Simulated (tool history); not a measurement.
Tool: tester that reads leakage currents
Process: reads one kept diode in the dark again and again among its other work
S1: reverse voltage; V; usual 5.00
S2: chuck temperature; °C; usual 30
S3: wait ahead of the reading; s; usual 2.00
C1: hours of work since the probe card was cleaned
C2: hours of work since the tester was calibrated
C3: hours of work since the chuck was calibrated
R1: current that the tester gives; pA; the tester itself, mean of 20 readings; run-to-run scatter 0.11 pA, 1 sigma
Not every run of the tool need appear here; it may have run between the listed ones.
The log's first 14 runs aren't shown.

run	day	S1	S2	S3	C1	C2	C3	R1
15	46.733	1.32	28	2.00	1140	3077	192	13.40
16	48.788	1.32	28	2.00	1175	3113	228	13.39
17	52.788	1.32	28	2.00	1245	3183	298	13.34
18	54.979	1.32	28	2.00	1283	3221	336	13.35
# day 58.767: tester calibrated
19	58.925	1.32	33	2.00	1350	3	403	19.53
20	63.021	5.00	30	2.00	1421	74	474	31.99
21	65.388	2.80	57	2.00	1462	115	515	156.98
22	69.292	13.50	22	2.00	1530	183	583	30.37
23	72.292	2.85	44	9.51	1582	235	635	65.42
24	74.933	1.55	30	0.67	1628	281	681	17.59
25	76.788	12.41	58	0.35	1660	313	713	382.76
# day 77.817: chuck's temperature calibrated
26	80.625	4.31	58	0.35	1725	378	49	215.49
27	84.458	5.00	30	6.90	1792	445	115	31.44
28	87.638	5.00	30	6.90	1847	500	170	31.34
29	91.454	5.00	53	6.16	1913	566	237	164.01
30	93.692	5.00	41	2.00	1952	605	276	72.12
31	95.542	5.00	37	2.00	1984	637	308	53.93
32	97.771	3.00	47	2.28	2023	676	346	83.43
33	101.058	3.00	47	2.28	2080	733	403	83.06
34	104.367	4.27	53	2.93	2137	790	461	151.44
35	107.650	1.31	30	2.00	2194	847	518	15.57
36	109.600	15.71	30	4.42	2228	881	552	58.42
37	112.329	3.29	41	2.00	2276	929	599	57.42

Run 38 has not been measured yet. What should we expect?
38	116.067	3.29	41	2.00	2340	993	664	?

Logged for run 38: R1 57.37 pA.
On a tool with no hidden condition, and with the same random variation, this run would have come out at R1 57.40 pA.
